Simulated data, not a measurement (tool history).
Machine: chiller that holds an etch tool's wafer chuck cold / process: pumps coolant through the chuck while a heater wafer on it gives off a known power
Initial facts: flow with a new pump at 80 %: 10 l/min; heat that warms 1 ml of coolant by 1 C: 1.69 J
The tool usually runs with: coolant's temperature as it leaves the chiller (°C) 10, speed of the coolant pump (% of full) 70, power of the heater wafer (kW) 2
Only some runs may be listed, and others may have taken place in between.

| run | hour | coolant's temperature as it leaves the chiller (°C) | speed of the coolant pump (% of full) | power of the heater wafer (kW) | chuck's temperature once it has settled (°C) | how much warmer the coolant comes back (C) |
|---|---|---|---|---|---|---|
| 1 | 0 | 10 | 70 | 2 | 31.4 | 8.05 |
| 2 | 56.9 | 10 | 70 | 2 | 31.4 | 8.08 |
| 3 | 103.8 | 10 | 70 | 2 | 31.4 | 8.17 |
| 4 | 184.4 | 10 | 70 | 2 | 31.4 | 8.04 |
| 5 | 263.9 | 10 | 70 | 2 | 31.4 | 8.06 |
|  | 312.4 | coolant changed, channels flushed |
| 6 | 337.7 | 10 | 70 | 1.989 | 31.2 | 7.99 |
| 7 | 372.6 | 10 | 70 | 1.989 | 31.1 | 8.02 |
| 8 | 442.1 | 10 | 70 | 1.065 | 21.5 | 4.26 |
| 9 | 490.6 | 10 | 70 | 1.065 | 21.4 | 4.31 |
| 10 | 540.9 | 10 | 68 | 2 | 31.8 | 8.28 |
| 11 | 583.4 | 10 | 77 | 2 | 29.8 | 7.42 |
| 12 | 650.7 | 10 | 70 | 2 | 31.4 | 8.15 |
| 13 | 706.8 | 10 | 89 | 2 | 27.7 | 6.42 |
| 14 | 775.9 | 10 | 89 | 2 | 27.6 | 6.35 |
| 15 | 853.5 | 10 | 70 | 2 | 31.4 | 8.09 |
| 16 | 888.7 | 2 | 70 | 2 | 23.5 | 8.1 |
| 17 | 959.2 | 2 | 70 | 2 | 23.3 | 8.12 |
| 18 | 1016.5 | 2 | 70 | 2 | 23.3 | 8.11 |
| 19 | 1051.2 | 2 | 70 | 2 | 23.2 | 8.03 |
| 20 | 1103 | 19 | 70 | 2 | 40.4 | 8.11 |
| 21 | 1184.7 | 19 | 70 | 2 | 40.6 | 8.09 |
| 22 | 1221 | 5 | 97 | 2.648 | 27.1 | 7.8 |
| 23 | 1255.2 | 5 | 97 | 2.648 | 27.1 | 7.74 |
| 24 | 1330.6 | 11 | 61 | 1.595 | 30 | 7.36 |
| 25 | 1383.8 | 9 | 91 | 2.239 | 28.7 | 6.94 |
| 26 | 1466.1 | 9 | 91 | 2.239 | 28.4 | 6.97 |
| 27 | 1537.7 | 9 | 91 | 2.239 | 28.7 | 7.03 |
| 28 | 1581.1 | 10 | 98 | 1.21 | 19.9 | 3.53 |
| 29 | 1633.1 | 0 | 79 | 2.19 | 21.3 | 7.81 |
| 30 | 1674.8 | 9 | 69 | 1.879 | 29.3 | 7.69 |
| 31 | 1719.7 | 9 | 69 | 1.879 | 29.3 | 7.66 |
| 32 | 1792 | 9 | 69 | 1.879 | 29.3 | 7.72 |
| 33 | 1846.8 | 8 | 85 | 1.238 | 19.3 | 4.11 |

Predict each of these 3 candidate next runs independently; none follows another, all start after run 33:
| A | 1901.7 | 10 | 75 | 2 | ? | ? |
| B | 1901.7 | 13 | 85 | 1.238 | ? | ? |
| C | 1901.7 | 8 | 85 | 1.003 | ? | ? |

| run | chuck's temperature once it has settled (°C) | how much warmer the coolant comes back (C) |
|---|---|---|
| A | 30.1 | 7.52 |
| B | 24.3 | 4.1 |
| C | 17.4 | 3.34 |
Without the tool's hidden state the same runs would have given:
| run | chuck's temperature once it has settled (°C) | how much warmer the coolant comes back (C) |
|---|---|---|
| A | 30.1 | 7.51 |
| B | 24.3 | 4.09 |
| C | 17.4 | 3.33 |

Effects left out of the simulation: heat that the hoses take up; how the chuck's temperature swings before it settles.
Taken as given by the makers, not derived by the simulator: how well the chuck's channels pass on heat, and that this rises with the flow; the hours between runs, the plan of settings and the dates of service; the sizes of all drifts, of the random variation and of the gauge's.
